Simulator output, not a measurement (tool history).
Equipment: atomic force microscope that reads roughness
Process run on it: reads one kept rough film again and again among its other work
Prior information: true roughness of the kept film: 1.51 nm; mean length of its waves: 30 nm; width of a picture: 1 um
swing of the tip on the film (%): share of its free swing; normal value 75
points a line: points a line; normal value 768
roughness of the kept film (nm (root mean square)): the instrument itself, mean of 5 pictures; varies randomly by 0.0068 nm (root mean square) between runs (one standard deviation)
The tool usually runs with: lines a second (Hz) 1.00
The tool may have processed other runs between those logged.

run    hour  lines a second (Hz)  swing of the tip on the film (%)  points a line  roughness of the kept film (nm (root mean square))
  1     0.0                 1.00                                75            768                                               1.370
  2    44.6                 1.00                                61            768                                               1.399
  3   103.5                 1.00                                76            768                                               1.349
  4   156.6                 1.00                                76            768                                               1.368
  5   196.4                 1.00                                76            768                                               1.351
  6   251.3                 2.91                                75            768                                               1.248
  7   293.8                 2.91                                75            768                                               1.251
  8   328.8                 2.91                                75            768                                               1.239
  9   384.3                 2.91                                75            768                                               1.251
 10   425.4                 2.85                                75            768                                               1.237
 11   489.6                 2.85                                75            259                                               1.219
 12   552.0                 2.85                                75            259                                               1.209
 13   590.5                 2.85                                75            259                                               1.242
 14   654.9                 2.85                                75            259                                               1.218
 15   716.6                 2.85                                75            259                                               1.220
 16   759.4                 1.13                                75            768                                               1.342
 17   821.7                 1.00                                84            768                                               1.331
 18   856.1                 1.00                                84            768                                               1.323
 19   917.0                 1.00                                68            768                                               1.392
 20   981.7                 1.00                                69            444                                               1.380
 21  1034.1                 1.00                                69            444                                               1.368
 22  1073.2                 1.00                                69            444                                               1.385
 23  1128.0                 1.00                                69            444                                               1.374
 24  1180.2                 1.01                                63            349                                               1.393
 25  1231.5                 1.60                                61            402                                               1.364
 26  1270.4                 1.67                                69            288                                               1.327
 27  1299.3                 1.25                                75            618                                               1.343
 28  1353.1                 1.25                                75            618                                               1.348
 29  1396.9                 1.25                                75            618                                               1.346
 30  1444.0                 3.64                                62            972                                               1.307
 31  1473.4                 1.99                                58            394                                               1.377
 32  1515.1                 1.99                                58            394                                               1.376
 33  1570.9                 1.46                                58            394                                               1.385
 34  1633.2                 0.63                                87            394                                               1.359
 35  1667.6                 0.63                                87            394                                               1.346
 36  1719.0                 0.62                                75            313                                               1.370
 37  1778.6                 0.62                                75            313                                               1.359
 38  1844.9                 0.79                                58            790                                               1.421

Between the runs listed above, the log contained 23 entries, not reproduced here. Where in the sequence does each belong, and how does what the log doesn't record of the tool's condition differ from the listed run before to the listed run after?
After run 2, before run 3: new tip fitted (hour 75.7)
  radius of the tip, nm: 7.5 -> 7.3; height scale over the true one, %: -0.02 -> -0.03
After run 3, before run 4: new tip fitted (hour 156.6)
  radius of the tip, nm: 7.3 -> 7
After run 5, before run 6: new tip fitted (hour 238.0)
  radius of the tip, nm: 7.3 -> 7.1
After run 7, before run 8: new tip fitted (hour 318.7)
  radius of the tip, nm: 7.4 -> 7.1
After run 9, before run 10: new tip fitted (hour 401.1)
  radius of the tip, nm: 7.6 -> 7.2
After run 10, before run 11: new tip fitted (hour 485.8)
  radius of the tip, nm: 7.2 -> 7; height scale over the true one, %: -0.04 -> -0.05
After run 12, before run 13: new tip fitted (hour 565.5)
  radius of the tip, nm: 7.5 -> 7.2
After run 13, before run 14: new tip fitted (hour 645.5)
  radius of the tip, nm: 7.2 -> 7.1
After run 15, before run 16: new tip fitted (hour 726.0)
  radius of the tip, nm: 7.5 -> 7.3
After run 16, before run 17: new tip fitted (hour 808.3)
  radius of the tip, nm: 7.3 -> 7.1
After run 18, before run 19: new tip fitted (hour 891.2)
  radius of the tip, nm: 7.4 -> 7.2; height scale over the true one, %: -0.06 -> -0.07
After run 19, before run 20: new tip fitted (hour 971.2)
  radius of the tip, nm: 7.2 -> 7.1
After run 21, before run 22: new tip fitted (hour 1055.6)
  radius of the tip, nm: 7.5 -> 7.2
After run 23, before run 24: new tip fitted (hour 1137.3)
  radius of the tip, nm: 7.6 -> 7.3
After run 24, before run 25: new tip fitted (hour 1219.3)
  radius of the tip, nm: 7.3 -> 7.1
After run 26, before run 27: new tip fitted (hour 1299.3)
  radius of the tip, nm: 7.4 -> 7; height scale over the true one, %: -0.08 -> -0.09
After run 28, before run 29: new tip fitted (hour 1379.2)
  radius of the tip, nm: 7.4 -> 7.1
After run 30, before run 31: new tip fitted (hour 1459.4)
  radius of the tip, nm: 7.5 -> 7.1
After run 32, before run 33: new tip fitted (hour 1544.1)
  radius of the tip, nm: 7.4 -> 7.2
After run 33, before run 34: height scale calibrated on a step standard (hour 1599.9); new tip fitted (hour 1626.8)
  radius of the tip, nm: 7.2 -> 7.1; height scale over the true one, %: -0.1 -> 0.01
After run 35, before run 36: new tip fitted (hour 1711.0)
  radius of the tip, nm: 7.3 -> 7.1
After run 37, before run 38: new tip fitted (hour 1792.5)
  radius of the tip, nm: 7.5 -> 7.4; height scale over the true one, %: 0 -> -0.01
